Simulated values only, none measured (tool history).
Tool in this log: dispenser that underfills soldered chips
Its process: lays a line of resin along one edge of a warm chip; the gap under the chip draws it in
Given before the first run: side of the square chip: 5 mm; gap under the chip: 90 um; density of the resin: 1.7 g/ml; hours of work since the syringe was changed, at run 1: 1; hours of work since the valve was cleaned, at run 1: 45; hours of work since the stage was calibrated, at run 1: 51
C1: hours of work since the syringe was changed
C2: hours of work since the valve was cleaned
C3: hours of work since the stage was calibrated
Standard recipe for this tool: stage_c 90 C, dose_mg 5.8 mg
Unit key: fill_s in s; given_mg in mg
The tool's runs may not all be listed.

{"run": 1, "hour": 0.0, "stage_c": 90, "dose_mg": 5.8, "C1": 1, "C2": 45, "C3": 51, "fill_s": 11.2, "given_mg": 5.54}
{"run": 2, "hour": 4.9, "stage_c": 90, "dose_mg": 5.8, "C1": 4, "C2": 48, "C3": 54, "fill_s": 13.2, "given_mg": 5.58}
{"run": 3, "hour": 14.1, "stage_c": 90, "dose_mg": 5.8, "C1": 10, "C2": 54, "C3": 60, "fill_s": 19.9, "given_mg": 5.53}
{"hour": 16.6, "done": "new syringe of resin"}
{"run": 4, "hour": 19.1, "stage_c": 90, "dose_mg": 5.8, "C1": 2, "C2": 57, "C3": 63, "fill_s": 11.4, "given_mg": 5.5}
{"run": 5, "hour": 23.7, "stage_c": 90, "dose_mg": 5.8, "C1": 5, "C2": 60, "C3": 66, "fill_s": 14.2, "given_mg": 5.5}
{"run": 6, "hour": 29.1, "stage_c": 90, "dose_mg": 5.8, "C1": 8, "C2": 63, "C3": 69, "fill_s": 18, "given_mg": 5.5}
{"hour": 34.3, "done": "new syringe of resin"}
{"run": 7, "hour": 36.2, "stage_c": 90, "dose_mg": 5.8, "C1": 1, "C2": 67, "C3": 74, "fill_s": 11.5, "given_mg": 5.44}
{"hour": 38.6, "done": "dispensing valve cleaned and set on the balance"}
{"run": 8, "hour": 47.3, "stage_c": 79, "dose_mg": 5.8, "C1": 8, "C2": 6, "C3": 80, "fill_s": 28.5, "given_mg": 5.77}
{"run": 9, "hour": 52.4, "stage_c": 79, "dose_mg": 5.8, "C1": 11, "C2": 9, "C3": 83, "fill_s": 36, "given_mg": 5.77}
{"hour": 53.3, "done": "new syringe of resin"}
{"run": 10, "hour": 60.6, "stage_c": 79, "dose_mg": 5.8, "C1": 5, "C2": 14, "C3": 88, "fill_s": 24.2, "given_mg": 5.73}
{"run": 11, "hour": 65.4, "stage_c": 79, "dose_mg": 5.8, "C1": 8, "C2": 17, "C3": 91, "fill_s": 30.3, "given_mg": 5.7}
{"hour": 71.2, "done": "new syringe of resin"}
{"run": 12, "hour": 72.0, "stage_c": 90, "dose_mg": 5.8, "C1": 1, "C2": 21, "C3": 96, "fill_s": 11, "given_mg": 5.73}
{"run": 13, "hour": 81.2, "stage_c": 90, "dose_mg": 5.8, "C1": 6, "C2": 27, "C3": 101, "fill_s": 15.9, "given_mg": 5.69}
{"run": 14, "hour": 86.8, "stage_c": 90, "dose_mg": 5.8, "C1": 10, "C2": 30, "C3": 105, "fill_s": 20.7, "given_mg": 5.66}
{"hour": 88.7, "done": "new syringe of resin"}
{"run": 15, "hour": 97.9, "stage_c": 90, "dose_mg": 5.8, "C1": 6, "C2": 37, "C3": 112, "fill_s": 15.2, "given_mg": 5.62}
{"run": 16, "hour": 103.4, "stage_c": 90, "dose_mg": 5.8, "C1": 9, "C2": 41, "C3": 115, "fill_s": 19.4, "given_mg": 5.59}
{"hour": 106.5, "done": "new syringe of resin"}
{"run": 17, "hour": 112.8, "stage_c": 90, "dose_mg": 5.8, "C1": 4, "C2": 46, "C3": 121, "fill_s": 14.1, "given_mg": 5.52}
{"run": 18, "hour": 122.7, "stage_c": 90, "dose_mg": 5.8, "C1": 10, "C2": 53, "C3": 127, "fill_s": 21.1, "given_mg": 5.51}
{"hour": 124.4, "done": "new syringe of resin"}
{"run": 19, "hour": 132.0, "stage_c": 95, "dose_mg": 5.8, "C1": 5, "C2": 58, "C3": 133, "fill_s": 11.9, "given_mg": 5.53}
{"run": 20, "hour": 138.7, "stage_c": 95, "dose_mg": 5.8, "C1": 9, "C2": 63, "C3": 137, "fill_s": 15.5, "given_mg": 5.53}
{"hour": 142.0, "done": "new syringe of resin"}
{"run": 21, "hour": 144.3, "stage_c": 95, "dose_mg": 5.8, "C1": 1, "C2": 66, "C3": 141, "fill_s": 9.5, "given_mg": 5.46}
{"hour": 148.6, "done": "dispensing valve cleaned and set on the balance"}
{"run": 22, "hour": 155.1, "stage_c": 76, "dose_mg": 5.83, "C1": 8, "C2": 4, "C3": 147, "fill_s": 34.4, "given_mg": 5.82}
{"hour": 160.7, "done": "new syringe of resin"}
{"run": 23, "hour": 164.0, "stage_c": 79, "dose_mg": 6.8, "C1": 2, "C2": 10, "C3": 152, "fill_s": 20.3, "given_mg": 6.77}
{"run": 24, "hour": 171.0, "stage_c": 88, "dose_mg": 6.4, "C1": 7, "C2": 14, "C3": 157, "fill_s": 18.2, "given_mg": 6.29}
{"hour": 178.6, "done": "new syringe of resin"}
{"run": 25, "hour": 178.6, "stage_c": 103, "dose_mg": 6.4, "C1": 0, "C2": 19, "C3": 162, "fill_s": 6.4, "given_mg": 6.34}
{"run": 26, "hour": 183.5, "stage_c": 103, "dose_mg": 6.4, "C1": 3, "C2": 22, "C3": 165, "fill_s": 7.8, "given_mg": 6.3}
{"run": 27, "hour": 192.6, "stage_c": 88, "dose_mg": 5.66, "C1": 9, "C2": 28, "C3": 170, "fill_s": 22, "given_mg": 5.56}
{"hour": 197.0, "done": "new syringe of resin"}
{"run": 28, "hour": 198.6, "stage_c": 79, "dose_mg": 4.91, "C1": 1, "C2": 31, "C3": 174, "fill_s": 20.5, "given_mg": 4.8}
{"run": 29, "hour": 206.5, "stage_c": 79, "dose_mg": 4.91, "C1": 6, "C2": 36, "C3": 179, "fill_s": 28.5, "given_mg": 4.77}
{"hour": 214.7, "done": "new syringe of resin"}
{"run": 30, "hour": 215.3, "stage_c": 88, "dose_mg": 5.32, "C1": 0, "C2": 42, "C3": 184, "fill_s": 12.8, "given_mg": 5.15}
{"run": 31, "hour": 220.3, "stage_c": 87, "dose_mg": 7.43, "C1": 4, "C2": 45, "C3": 188, "fill_s": 15.4, "given_mg": 7.2}
{"run": 32, "hour": 227.5, "stage_c": 83, "dose_mg": 5.87, "C1": 8, "C2": 49, "C3": 192, "fill_s": 25.7, "given_mg": 5.58}
{"hour": 232.7, "done": "new syringe of resin"}
{"run": 33, "hour": 235.1, "stage_c": 83, "dose_mg": 6.8, "C1": 2, "C2": 54, "C3": 197, "fill_s": 16.9, "given_mg": 6.52}
{"run": 34, "hour": 240.9, "stage_c": 82, "dose_mg": 7.43, "C1": 5, "C2": 58, "C3": 201, "fill_s": 21.4, "given_mg": 7.04}
{"hour": 250.3, "done": "new syringe of resin"}
{"run": 35, "hour": 251.7, "stage_c": 82, "dose_mg": 5.75, "C1": 1, "C2": 64, "C3": 207, "fill_s": 17, "given_mg": 5.47}

For some of the steps in fill_s from one run to the next: how much would appear even if the tool had no hidden state, given the settings, what came in and random variation, and how much remains for the hidden state plus any gauge scatter that the measured result and the result without hidden state don't share?
Hidden state at play: resin's viscosity, % of fresh resin's; dose that the valve gives, % of what is set; true chip temperature over the reading, C; drift of the gauge itself on fill_s, %; drift of the gauge itself on given_mg, %.
Run 7 -> 8: stage_c 90 -> 79, dispensing valve cleaned and set on the balance. fill_s +17 s: hidden state +10.3, all else +6.7.
Run 9 -> 10: new syringe of resin. fill_s -11.8 s: hidden state -11.7, all else -0.1.
Run 11 -> 12: stage_c 79 -> 90, new syringe of resin. fill_s -19.3 s: hidden state -11.4, all else -7.9.
Run 21 -> 22: stage_c 95 -> 76, dose_mg 5.8 -> 5.83, dispensing valve cleaned and set on the balance. fill_s +24.9 s: hidden state +13, all else +11.9.
